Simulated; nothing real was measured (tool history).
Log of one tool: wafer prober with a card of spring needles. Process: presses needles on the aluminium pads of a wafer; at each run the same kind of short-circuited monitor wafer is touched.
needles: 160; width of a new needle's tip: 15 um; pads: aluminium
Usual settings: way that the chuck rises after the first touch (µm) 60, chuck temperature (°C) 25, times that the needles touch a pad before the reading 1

run   hour  way that the chuck rises after the first touch (µm)  chuck temperature (°C)  times that the needles touch a pad before the reading  resistance of one needle with its contact and lead (mohm)  way that a needle slides on the pad (µm)
  1      0                                                   60                      25                                                      1                                                        276                                     12.96
  2   10.4                                                   60                      73                                                      1                                                        307                                     12.76
  3   16.7                                                   60                      73                                                      1                                                        288                                     12.72
  4   26.3                                                   72                      25                                                      1                                                        281                                     15.38
  5   35.3                                                   72                      25                                                      1                                                        277                                     15.16
  6   46.2                                                   48                      25                                                      1                                                        276                                       9.9
  7   56.2                                                   48                      25                                                      1                                                        301                                      9.99
  8   67.3                                                   48                      25                                                      1                                                        287                                      9.88
  9   75.8                                                   48                      25                                                      1                                                        311                                      9.96
 10   83.6                                                   48                      25                                                      1                                                        297                                      10.1
 11   88.8                                                   48                      25                                                      1                                                        301                                     10.03
 12   98.1                                                   48                      25                                                      1                                                        292                                      9.88
 13    108                                                   60                      25                                                      1                                                        296                                     12.46
 14  117.6                                                   60                      25                                                      1                                                        283                                     12.58
 15  126.1                                                   49                      25                                                      1                                                        279                                     10.21
 16  134.5                                                   49                      25                                                      1                                                        295                                     10.01
 17  145.1                                                   49                      25                                                      1                                                        289                                      10.2
 18  154.9                                                   61                      25                                                      1                                                        296                                     12.71
 19  160.7                                                   61                      48                                                      1                                                        291                                     12.85
 20  171.8                                                   61                      48                                                      1                                                        303                                     12.81
 21  178.8                                                   61                      48                                                      1                                                        283                                      12.7
 22  187.8                                                   61                      26                                                      1                                                        298                                     12.74
 23  193.3                                                   45                      26                                                      1                                                        291                                      9.45
 24  204.7                                                   45                      26                                                      1                                                        324                                      9.11
 25  211.7                                                   60                      37                                                      2                                                        283                                     12.41
 26  219.5                                                   60                      31                                                      1                                                        300                                     12.36
 27  225.6                                                   54                      25                                                      1                                                        279                                     11.05
 28  233.5                                                   60                      79                                                      2                                                        290                                     12.47
 29  239.1                                                   60                      79                                                      2                                                        284                                     12.34
 30  248.5                                                   60                      68                                                      2                                                        293                                     12.31
 31  256.7                                                   60                      59                                                      1                                                        285                                     12.43
 32  266.7                                                   42                      63                                                      3                                                        300                                      8.51
 33  274.9                                                   42                      63                                                      3                                                        291                                      9.19
 34  279.7                                                   42                      63                                                      3                                                        298                                      8.89
 35  285.3                                                   42                      63                                                      3                                                        300                                       9.2

Taken out of this log: 18 entries between the listed runs. Where each belongs, and how the hidden state differs across it:
Between runs 2 and 3: tips cleaned on abrasive film (hour 13.4)
  debris on the tips, nm: 98.8 -> 41; way that the needles fall short of the set height, um: 1.87 -> 1.96; tips' diameter, um: 15.65 -> 15.69
  measured less the result without the state, resistance of one needle with its contact and lead (mohm): +25 -> +10; way that a needle slides on the pad (µm): -0.41 -> -0.43
Between runs 4 and 5: tips cleaned on abrasive film (hour 29.6)
  debris on the tips, nm: 100.8 -> 62.9; way that the needles fall short of the set height, um: 1.96 -> 2.05; tips' diameter, um: 15.69 -> 15.72
  measured less the result without the state, resistance of one needle with its contact and lead (mohm): +20 -> +13; way that a needle slides on the pad (µm): -0.42 -> -0.44
Between runs 5 and 6: tips cleaned on abrasive film (hour 45.6)
  debris on the tips, nm: 62.9 -> 11.1; way that the needles fall short of the set height, um: 2.05 -> 2.14; tips' diameter, um: 15.72 -> 15.75
  measured less the result without the state, resistance of one needle with its contact and lead (mohm): +13 -> +6; way that a needle slides on the pad (µm): -0.44 -> -0.47
Between runs 7 and 8: tips cleaned on abrasive film (hour 61.3)
  debris on the tips, nm: 87 -> 58.9; way that the needles fall short of the set height, um: 2.14 -> 2.21; tips' diameter, um: 15.75 -> 15.77
  measured less the result without the state, resistance of one needle with its contact and lead (mohm): +35 -> +24; way that a needle slides on the pad (µm): -0.46 -> -0.48
Between runs 9 and 10: tips cleaned on abrasive film (hour 77.6)
  debris on the tips, nm: 106 -> 58.4; way that the needles fall short of the set height, um: 2.21 -> 2.28; tips' diameter, um: 15.77 -> 15.8
  measured less the result without the state, resistance of one needle with its contact and lead (mohm): +43 -> +24; way that a needle slides on the pad (µm): -0.48 -> -0.5
Between runs 11 and 12: tips cleaned on abrasive film (hour 93.8)
  debris on the tips, nm: 89.8 -> 47.9; way that the needles fall short of the set height, um: 2.28 -> 2.37; tips' diameter, um: 15.8 -> 15.83
  measured less the result without the state, resistance of one needle with its contact and lead (mohm): +36 -> +20; way that a needle slides on the pad (µm): -0.5 -> -0.52
Between runs 13 and 14: tips cleaned on abrasive film (hour 109.8)
  debris on the tips, nm: 106.6 -> 70.7; way that the needles fall short of the set height, um: 2.37 -> 2.49; tips' diameter, um: 15.83 -> 15.87
  measured less the result without the state, resistance of one needle with its contact and lead (mohm): +30 -> +20; way that a needle slides on the pad (µm): -0.51 -> -0.55
Between runs 14 and 15: tips cleaned on abrasive film (hour 125.7)
  debris on the tips, nm: 70.7 -> 12.2; way that the needles fall short of the set height, um: 2.49 -> 2.57; tips' diameter, um: 15.87 -> 15.9
  measured less the result without the state, resistance of one needle with its contact and lead (mohm): +20 -> +6; way that a needle slides on the pad (µm): -0.55 -> -0.57
Between runs 16 and 17: tips cleaned on abrasive film (hour 141.5)
  debris on the tips, nm: 73.7 -> 45.7; way that the needles fall short of the set height, um: 2.57 -> 2.64; tips' diameter, um: 15.9 -> 15.92
  measured less the result without the state, resistance of one needle with its contact and lead (mohm): +29 -> +19; way that a needle slides on the pad (µm): -0.55 -> -0.58
Between runs 18 and 19: tips cleaned on abrasive film (hour 157.4)
  debris on the tips, nm: 103.5 -> 43.6; way that the needles fall short of the set height, um: 2.64 -> 2.72; tips' diameter, um: 15.92 -> 15.95
  measured less the result without the state, resistance of one needle with its contact and lead (mohm): +28 -> +12; way that a needle slides on the pad (µm): -0.57 -> -0.6
Between runs 20 and 21: tips cleaned on abrasive film (hour 173.1)
  debris on the tips, nm: 110.7 -> 61.4; way that the needles fall short of the set height, um: 2.72 -> 2.79; tips' diameter, um: 15.95 -> 15.98
  measured less the result without the state, resistance of one needle with its contact and lead (mohm): +29 -> +17; way that a needle slides on the pad (µm): -0.6 -> -0.61
Between runs 22 and 23: tips cleaned on abrasive film (hour 189.3)
  debris on the tips, nm: 110.8 -> 47.8; way that the needles fall short of the set height, um: 2.79 -> 2.88; tips' diameter, um: 15.98 -> 16.01
  measured less the result without the state, resistance of one needle with its contact and lead (mohm): +30 -> +23; way that a needle slides on the pad (µm): -0.61 -> -0.64
Between runs 24 and 25: tips cleaned on abrasive film (hour 205.5)
  debris on the tips, nm: 110.3 -> 67.5; way that the needles fall short of the set height, um: 2.88 -> 2.99; tips' diameter, um: 16.01 -> 16.05
  measured less the result without the state, resistance of one needle with its contact and lead (mohm): +54 -> +12; way that a needle slides on the pad (µm): -0.63 -> -0.65
Between runs 26 and 27: tips cleaned on abrasive film (hour 222)
  debris on the tips, nm: 107 -> 37.6; way that the needles fall short of the set height, um: 2.99 -> 3.09; tips' diameter, um: 16.05 -> 16.08
  measured less the result without the state, resistance of one needle with its contact and lead (mohm): +30 -> +14; way that a needle slides on the pad (µm): -0.66 -> -0.67
Between runs 28 and 29: tips cleaned on abrasive film (hour 238.2)
  debris on the tips, nm: 93.2 -> 20.6; way that the needles fall short of the set height, um: 3.09 -> 3.2; tips' diameter, um: 16.08 -> 16.12
  measured less the result without the state, resistance of one needle with its contact and lead (mohm): +15 -> +5; way that a needle slides on the pad (µm): -0.67 -> -0.7
Between runs 30 and 31: tips cleaned on abrasive film (hour 254.3)
  debris on the tips, nm: 90 -> 34.5; way that the needles fall short of the set height, um: 3.2 -> 3.27; tips' diameter, um: 16.12 -> 16.15
  measured less the result without the state, resistance of one needle with its contact and lead (mohm): +16 -> +11; way that a needle slides on the pad (µm): -0.7 -> -0.72
Between runs 32 and 33: tips cleaned on abrasive film (hour 270.2); height of the first contact set anew (hour 271.8)
  debris on the tips, nm: 101 -> 51; way that the needles fall short of the set height, um: 3.27 -> 0; tips' diameter, um: 16.15 -> 16.18
  measured less the result without the state, resistance of one needle with its contact and lead (mohm): +21 -> +10; way that a needle slides on the pad (µm): -0.72 -> +0
